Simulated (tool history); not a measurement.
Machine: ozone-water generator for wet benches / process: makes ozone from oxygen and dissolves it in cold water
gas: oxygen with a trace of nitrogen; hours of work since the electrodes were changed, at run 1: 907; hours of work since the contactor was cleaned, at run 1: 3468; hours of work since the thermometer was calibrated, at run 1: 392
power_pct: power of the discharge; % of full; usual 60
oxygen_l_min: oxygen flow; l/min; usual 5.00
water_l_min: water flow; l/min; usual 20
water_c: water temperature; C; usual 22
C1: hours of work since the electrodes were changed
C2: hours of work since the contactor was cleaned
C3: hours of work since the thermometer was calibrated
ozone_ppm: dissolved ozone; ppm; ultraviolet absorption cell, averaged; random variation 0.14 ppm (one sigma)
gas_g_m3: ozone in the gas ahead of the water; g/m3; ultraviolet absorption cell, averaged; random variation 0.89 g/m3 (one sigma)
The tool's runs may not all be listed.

run 1 hour=0.0 | power_pct=60 oxygen_l_min=5.00 water_l_min=20 water_c=22 | C1=907 C2=3468 C3=392 | ozone_ppm=17.6 gas_g_m3=151.7
run 2 hour=46.4 | power_pct=60 oxygen_l_min=5.00 water_l_min=20 water_c=22 | C1=935 C2=3496 C3=420 | ozone_ppm=17.4 gas_g_m3=155.3
run 3 hour=74.9 | power_pct=60 oxygen_l_min=5.00 water_l_min=20 water_c=22 | C1=952 C2=3513 C3=437 | ozone_ppm=17.3 gas_g_m3=154.6
run 4 hour=125.7 | power_pct=60 oxygen_l_min=5.00 water_l_min=20 water_c=22 | C1=983 C2=3544 C3=467 | ozone_ppm=17.6 gas_g_m3=154.1
run 5 hour=163.3 | power_pct=60 oxygen_l_min=5.00 water_l_min=20 water_c=22 | C1=1006 C2=3567 C3=490 | ozone_ppm=17.8 gas_g_m3=156.1
run 6 hour=214.8 | power_pct=60 oxygen_l_min=5.00 water_l_min=20 water_c=22 | C1=1037 C2=3598 C3=521 | ozone_ppm=17.6 gas_g_m3=155.7
run 7 hour=258.5 | power_pct=60 oxygen_l_min=5.00 water_l_min=20 water_c=22 | C1=1063 C2=3624 C3=548 | ozone_ppm=17.6 gas_g_m3=158.3
run 8 hour=280.8 | power_pct=60 oxygen_l_min=5.00 water_l_min=20 water_c=22 | C1=1077 C2=3638 C3=561 | ozone_ppm=17.4 gas_g_m3=156.6
run 9 hour=307.3 | power_pct=60 oxygen_l_min=5.00 water_l_min=20 water_c=22 | C1=1093 C2=3654 C3=577 | ozone_ppm=17.7 gas_g_m3=156.3
run 10 hour=345.3 | power_pct=60 oxygen_l_min=7.18 water_l_min=20 water_c=22 | C1=1116 C2=3677 C3=600 | ozone_ppm=16.7 gas_g_m3=128.0
run 11 hour=379.2 | power_pct=77 oxygen_l_min=5.00 water_l_min=20 water_c=22 | C1=1136 C2=3697 C3=621 | ozone_ppm=20.4 gas_g_m3=188.3
run 12 hour=425.8 | power_pct=77 oxygen_l_min=5.00 water_l_min=20 water_c=22 | C1=1164 C2=3725 C3=649 | ozone_ppm=20.9 gas_g_m3=189.1
-- hour=458.1 gauge calibrated
run 13 hour=480.3 | power_pct=77 oxygen_l_min=5.00 water_l_min=28 water_c=22 | C1=1197 C2=3758 C3=682 | ozone_ppm=16.3 gas_g_m3=185.0
run 14 hour=530.9 | power_pct=60 oxygen_l_min=5.00 water_l_min=20 water_c=19 | C1=1228 C2=3789 C3=712 | ozone_ppm=18.6 gas_g_m3=155.8
run 15 hour=564.5 | power_pct=60 oxygen_l_min=5.00 water_l_min=20 water_c=19 | C1=1248 C2=3809 C3=732 | ozone_ppm=18.2 gas_g_m3=154.8
run 16 hour=603.6 | power_pct=87 oxygen_l_min=5.00 water_l_min=20 water_c=22 | C1=1272 C2=3833 C3=756 | ozone_ppm=22.8 gas_g_m3=202.6
run 17 hour=656.2 | power_pct=87 oxygen_l_min=6.72 water_l_min=20 water_c=22 | C1=1303 C2=3864 C3=788 | ozone_ppm=22.0 gas_g_m3=167.9
run 18 hour=683.5 | power_pct=87 oxygen_l_min=6.72 water_l_min=20 water_c=22 | C1=1320 C2=3881 C3=804 | ozone_ppm=21.7 gas_g_m3=169.3
run 19 hour=713.4 | power_pct=87 oxygen_l_min=6.72 water_l_min=20 water_c=22 | C1=1338 C2=3899 C3=822 | ozone_ppm=21.9 gas_g_m3=170.7
run 20 hour=740.4 | power_pct=87 oxygen_l_min=6.72 water_l_min=20 water_c=22 | C1=1354 C2=3915 C3=839 | ozone_ppm=21.8 gas_g_m3=170.7
run 21 hour=776.6 | power_pct=66 oxygen_l_min=6.72 water_l_min=20 water_c=22 | C1=1376 C2=3937 C3=861 | ozone_ppm=18.0 gas_g_m3=139.7
run 22 hour=820.0 | power_pct=79 oxygen_l_min=7.69 water_l_min=30 water_c=30 | C1=1402 C2=3963 C3=887 | ozone_ppm=13.6 gas_g_m3=147.2
run 23 hour=859.3 | power_pct=92 oxygen_l_min=8.59 water_l_min=22 water_c=22 | C1=1426 C2=3987 C3=910 | ozone_ppm=21.0 gas_g_m3=152.5
run 24 hour=896.5 | power_pct=73 oxygen_l_min=5.00 water_l_min=18 water_c=22 | C1=1448 C2=4009 C3=933 | ozone_ppm=21.6 gas_g_m3=182.8
run 25 hour=921.4 | power_pct=55 oxygen_l_min=8.38 water_l_min=20 water_c=22 | C1=1463 C2=4025 C3=948 | ozone_ppm=15.3 gas_g_m3=110.5
run 26 hour=975.9 | power_pct=60 oxygen_l_min=3.71 water_l_min=29 water_c=21 | C1=1496 C2=4057 C3=981 | ozone_ppm=13.2 gas_g_m3=190.8
run 27 hour=1023.6 | power_pct=47 oxygen_l_min=3.71 water_l_min=12 water_c=29 | C1=1525 C2=4086 C3=1010 | ozone_ppm=18.7 gas_g_m3=162.1
-- hour=1068.3 gauge calibrated
run 28 hour=1073.2 | power_pct=47 oxygen_l_min=3.71 water_l_min=12 water_c=29 | C1=1555 C2=4116 C3=1040 | ozone_ppm=18.7 gas_g_m3=158.1
run 29 hour=1099.6 | power_pct=47 oxygen_l_min=6.71 water_l_min=12 water_c=29 | C1=1571 C2=4132 C3=1056 | ozone_ppm=16.0 gas_g_m3=109.2
run 30 hour=1122.8 | power_pct=47 oxygen_l_min=6.71 water_l_min=19 water_c=29 | C1=1585 C2=4146 C3=1070 | ozone_ppm=13.0 gas_g_m3=110.9
run 31 hour=1147.4 | power_pct=51 oxygen_l_min=6.71 water_l_min=27 water_c=29 | C1=1600 C2=4161 C3=1084 | ozone_ppm=11.0 gas_g_m3=116.0
run 32 hour=1192.8 | power_pct=51 oxygen_l_min=5.01 water_l_min=27 water_c=29 | C1=1627 C2=4188 C3=1112 | ozone_ppm=11.2 gas_g_m3=138.5

Alternative continuations, all from the tool just after run 32; predict every row:
run A hour=1228.8 | power_pct=60 oxygen_l_min=5.00 water_l_min=17 water_c=26 | C1=1649 C2=4210 C3=1134 | ozone_ppm=? gas_g_m3=?
run B hour=1228.8 | power_pct=49 oxygen_l_min=2.98 water_l_min=27 water_c=29 | C1=1649 C2=4210 C3=1134 | ozone_ppm=? gas_g_m3=?
run C hour=1228.8 | power_pct=60 oxygen_l_min=4.95 water_l_min=20 water_c=22 | C1=1649 C2=4210 C3=1134 | ozone_ppm=? gas_g_m3=?

run=A ozone_ppm=18.2 gas_g_m3=155.7
run=B ozone_ppm=10.8 gas_g_m3=184.5
run=C ozone_ppm=17.4 gas_g_m3=156.9
Without the tool's hidden state the same runs would have given:
run=A ozone_ppm=18.2 gas_g_m3=154.2
run=B ozone_ppm=10.8 gas_g_m3=182.7
run=C ozone_ppm=17.5 gas_g_m3=155.3
